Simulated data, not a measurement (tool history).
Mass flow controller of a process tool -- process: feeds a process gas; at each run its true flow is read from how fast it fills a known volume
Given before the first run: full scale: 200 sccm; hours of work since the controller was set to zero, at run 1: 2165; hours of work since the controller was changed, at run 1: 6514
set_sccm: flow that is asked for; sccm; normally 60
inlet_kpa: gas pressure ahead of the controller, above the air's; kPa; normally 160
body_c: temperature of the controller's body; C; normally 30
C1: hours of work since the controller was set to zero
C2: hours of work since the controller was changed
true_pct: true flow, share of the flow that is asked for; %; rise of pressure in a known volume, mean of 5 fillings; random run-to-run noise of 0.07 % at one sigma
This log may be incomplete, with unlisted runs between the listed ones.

{"run": 1, "hour": 0.0, "set_sccm": 60, "inlet_kpa": 160, "body_c": 30, "C1": 2165, "C2": 6514, "true_pct": 98}
{"run": 2, "hour": 370.0, "set_sccm": 60, "inlet_kpa": 160, "body_c": 30, "C1": 2457, "C2": 6806, "true_pct": 97.92}
{"run": 3, "hour": 848.3, "set_sccm": 60, "inlet_kpa": 192, "body_c": 30, "C1": 2835, "C2": 7184, "true_pct": 97.7}
{"run": 4, "hour": 1221.4, "set_sccm": 60, "inlet_kpa": 192, "body_c": 26, "C1": 3129, "C2": 7478, "true_pct": 98.14}
{"hour": 1635.3, "done": "controller exchanged for a calibrated one"}
{"run": 5, "hour": 1635.3, "set_sccm": 60, "inlet_kpa": 160, "body_c": 32, "C1": 0, "C2": 0, "true_pct": 97.69}
{"run": 6, "hour": 2001.0, "set_sccm": 60, "inlet_kpa": 160, "body_c": 32, "C1": 289, "C2": 289, "true_pct": 97.79}
{"run": 7, "hour": 2569.6, "set_sccm": 60, "inlet_kpa": 160, "body_c": 30, "C1": 737, "C2": 737, "true_pct": 97.93}
{"run": 8, "hour": 3060.8, "set_sccm": 60, "inlet_kpa": 160, "body_c": 30, "C1": 1125, "C2": 1125, "true_pct": 98.1}
{"run": 9, "hour": 3484.6, "set_sccm": 60, "inlet_kpa": 160, "body_c": 30, "C1": 1459, "C2": 1459, "true_pct": 97.97}
{"run": 10, "hour": 3874.6, "set_sccm": 118, "inlet_kpa": 164, "body_c": 34, "C1": 1767, "C2": 1767, "true_pct": 98.23}
{"run": 11, "hour": 4208.9, "set_sccm": 118, "inlet_kpa": 164, "body_c": 34, "C1": 2030, "C2": 2030, "true_pct": 98.18}
{"run": 12, "hour": 4574.8, "set_sccm": 118, "inlet_kpa": 176, "body_c": 24, "C1": 2319, "C2": 2319, "true_pct": 99.13}
{"run": 13, "hour": 4964.1, "set_sccm": 118, "inlet_kpa": 167, "body_c": 24, "C1": 2626, "C2": 2626, "true_pct": 99.27}
{"run": 14, "hour": 5462.6, "set_sccm": 35, "inlet_kpa": 251, "body_c": 24, "C1": 3019, "C2": 3019, "true_pct": 97.84}
{"run": 15, "hour": 6033.4, "set_sccm": 87, "inlet_kpa": 158, "body_c": 22, "C1": 3470, "C2": 3470, "true_pct": 99}

Forecast each of these 4 alternatives for the next run:
{"run": "A", "hour": 6377.6, "set_sccm": 24, "inlet_kpa": 160, "body_c": 25, "C1": 3741, "C2": 3741, "true_pct": "?"}
{"run": "B", "hour": 6377.6, "set_sccm": 87, "inlet_kpa": 158, "body_c": 28, "C1": 3741, "C2": 3741, "true_pct": "?"}
{"run": "C", "hour": 6377.6, "set_sccm": 91, "inlet_kpa": 160, "body_c": 30, "C1": 3741, "C2": 3741, "true_pct": "?"}
{"run": "D", "hour": 6377.6, "set_sccm": 197, "inlet_kpa": 240, "body_c": 20, "C1": 3741, "C2": 3741, "true_pct": "?"}

run=A true_pct=97.88
run=B true_pct=98.46
run=C true_pct=98.34
run=D true_pct=100.37
Stripped of hidden state, with their random variation kept, the same runs would have yielded:
run=A true_pct=97.84
run=B true_pct=98.45
run=C true_pct=98.33
run=D true_pct=100.36
